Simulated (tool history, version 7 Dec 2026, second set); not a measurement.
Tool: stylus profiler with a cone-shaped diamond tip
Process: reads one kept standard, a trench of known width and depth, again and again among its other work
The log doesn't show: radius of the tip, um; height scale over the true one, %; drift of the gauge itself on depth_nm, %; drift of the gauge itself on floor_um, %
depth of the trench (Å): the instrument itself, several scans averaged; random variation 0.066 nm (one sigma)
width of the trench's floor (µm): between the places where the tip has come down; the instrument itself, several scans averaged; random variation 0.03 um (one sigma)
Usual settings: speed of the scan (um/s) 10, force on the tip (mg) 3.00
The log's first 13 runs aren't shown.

run	hour	speed of the scan (um/s)	force on the tip (mg)	scans with this tip	hours of work since the height scale was calibrated	depth of the trench (Å)	width of the trench's floor (µm)
14	486.1	24	3.00	2340	305	1008.9	17.87
15	515.4	24	3.00	2480	323	1010.4	17.95
16	538.7	24	3.00	2591	337	1009.4	17.87
17	585.1	30	3.00	2813	366	1009.5	17.87
18	630.3	30	3.00	3029	394	1009.0	17.82
19	659.0	10	3.00	3166	412	1010.3	17.94
20	681.4	10	3.00	3274	426	1008.6	17.94
21	704.7	3	3.00	3385	441	1010.0	17.99
22	730.8	3	3.00	3509	457	1010.5	17.99
23	764.8	10	3.00	3672	478	1010.0	17.95
24	791.0	10	3.00	3797	494	1009.7	17.93
25	827.0	5	3.47	3969	517	1010.2	17.98
26	859.4	32	3.00	4124	537	1010.6	17.85
27	899.7	32	3.00	4317	562	1009.4	17.85
28	924.3	2	1.34	4434	577	1005.7	18.01
29	971.0	2	1.34	4658	606	1006.0	18.00
30	1020.8	3	1.15	4896	637	1004.3	17.92
31	1051.2	12	1.16	5041	656	1004.8	17.94
32	1093.4	11	1.65	5243	683	1006.0	17.92
33	1129.0	32	5.47	5413	705	1013.9	17.89

Forecast run 34:
34	1164.6	3	1.13	5583	727	?	?

depth of the trench (Å): 1004.1
width of the trench's floor (µm): 18.00
Without the tool's hidden state the same run would have given depth of the trench (Å) 1004.0, width of the trench's floor (µm) 18.01.
